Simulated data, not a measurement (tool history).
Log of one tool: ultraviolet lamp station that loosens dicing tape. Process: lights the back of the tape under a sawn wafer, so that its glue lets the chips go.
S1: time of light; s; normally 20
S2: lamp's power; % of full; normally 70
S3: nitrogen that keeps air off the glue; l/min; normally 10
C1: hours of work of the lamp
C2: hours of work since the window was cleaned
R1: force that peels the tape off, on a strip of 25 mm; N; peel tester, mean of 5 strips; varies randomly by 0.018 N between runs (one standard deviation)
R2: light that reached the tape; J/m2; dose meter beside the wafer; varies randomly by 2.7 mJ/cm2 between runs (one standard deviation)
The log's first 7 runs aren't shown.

run   hour  S1  S2  S3   C1   C2     R1    R2
     266.9  -- window cleaned of glue's vapour
  8  310.4  20  70  10  483   25  1.099  3290
  9  349.4  20  70  10  505   48  1.111  3250
 10  382.4  20  70  10  524   67  1.117  3230
 11  412.8  20  71  10  542   84  1.090  3250
 12  447.6  20  71  10  562  104  1.125  3220
 13  472.0  20  71  10  576  118  1.154  3210
 14  502.4  20  71  10  594  136  1.150  3170
 15  548.2  20  70  10  620  162  1.238  3080
 16  584.4  20  70   6  641  183  1.675  3060
 17  622.7  20  70   6  663  205  1.670  3000
 18  649.8  20  70   6  679  221  1.709  3000

Predict the results of run 19:
 19  685.5  20  66   6  699  242   ?   ?

R1: 1.925 N
R2: 2840 J/m2
Minus the tool's unlogged condition, the same run would have read R1 1.371 N, R2 3530 J/m2.

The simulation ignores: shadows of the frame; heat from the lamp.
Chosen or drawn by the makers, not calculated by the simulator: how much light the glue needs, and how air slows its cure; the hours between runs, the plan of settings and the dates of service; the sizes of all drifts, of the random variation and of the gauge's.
